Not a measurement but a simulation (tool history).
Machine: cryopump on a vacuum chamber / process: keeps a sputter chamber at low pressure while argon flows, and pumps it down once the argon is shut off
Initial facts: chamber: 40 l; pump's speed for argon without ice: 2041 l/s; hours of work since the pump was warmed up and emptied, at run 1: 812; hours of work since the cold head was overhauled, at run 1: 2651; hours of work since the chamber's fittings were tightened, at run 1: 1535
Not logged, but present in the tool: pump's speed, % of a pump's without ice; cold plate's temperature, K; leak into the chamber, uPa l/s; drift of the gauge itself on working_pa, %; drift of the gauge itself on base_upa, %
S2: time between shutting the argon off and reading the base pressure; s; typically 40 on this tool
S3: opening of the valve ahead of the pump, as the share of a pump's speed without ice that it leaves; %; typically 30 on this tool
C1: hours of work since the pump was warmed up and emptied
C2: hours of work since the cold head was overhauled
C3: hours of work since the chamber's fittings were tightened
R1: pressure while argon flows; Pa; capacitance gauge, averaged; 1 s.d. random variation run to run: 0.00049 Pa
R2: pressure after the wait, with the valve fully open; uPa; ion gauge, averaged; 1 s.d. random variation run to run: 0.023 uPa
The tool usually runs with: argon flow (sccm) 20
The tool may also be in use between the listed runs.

Run 1, hour 0.0: usual settings; C1 812; C2 2651; C3 1535. Result: R1 0.0614 Pa, R2 1.83 uPa.
At hour 53.4: pump warmed up, emptied and cooled again.
Run 2, hour 93.5: usual settings; C1 33; C2 2724; C3 1608. Result: R1 0.0568 Pa, R2 1.50 uPa.
Run 3, hour 167.6: usual settings; C1 95; C2 2786; C3 1670. Result: R1 0.0559 Pa, R2 1.63 uPa.
Run 4, hour 265.7: usual settings; C1 176; C2 2867; C3 1751. Result: R1 0.0562 Pa, R2 1.69 uPa.
Run 5, hour 364.8: usual settings; C1 258; C2 2949; C3 1833. Result: R1 0.0571 Pa, R2 1.83 uPa.
Run 6, hour 458.7: usual settings but argon flow (sccm) 23, S2 227 s; C1 336; C2 3027; C3 1911. Result: R1 0.0671 Pa, R2 1.40 uPa.
Run 7, hour 579.3: usual settings but argon flow (sccm) 10, S2 75 s, S3 49 %; C1 436; C2 3127; C3 2011. Result: R1 0.0189 Pa, R2 1.75 uPa.
Run 8, hour 652.5: usual settings but argon flow (sccm) 13, S2 52 s; C1 497; C2 3188; C3 2072. Result: R1 0.0384 Pa, R2 1.87 uPa.
Run 9, hour 733.3: usual settings but S2 64 s, S3 35 %; C1 564; C2 3255; C3 2139. Result: R1 0.0510 Pa, R2 1.82 uPa.
Run 10, hour 820.8: usual settings but S2 64 s, S3 35 %; C1 637; C2 3328; C3 2212. Result: R1 0.0533 Pa, R2 2.03 uPa.

Describe how what the log doesn't record of the tool's condition differs between the last listed run preceding each entry between runs and the first listed run following it.
Logged between run 1 and run 2: pump warmed up, emptied and cooled again (hour 53.4)
  pump's speed, % of a pump's without ice: 76.4 -> 98.7; cold plate's temperature, K: 13.62 -> 13.66; leak into the chamber, uPa l/s: 1888 -> 1971
  measured less the result without the state, R1: +0.0059 -> +0.0008 Pa; R2: +1.10 -> +0.85 uPa
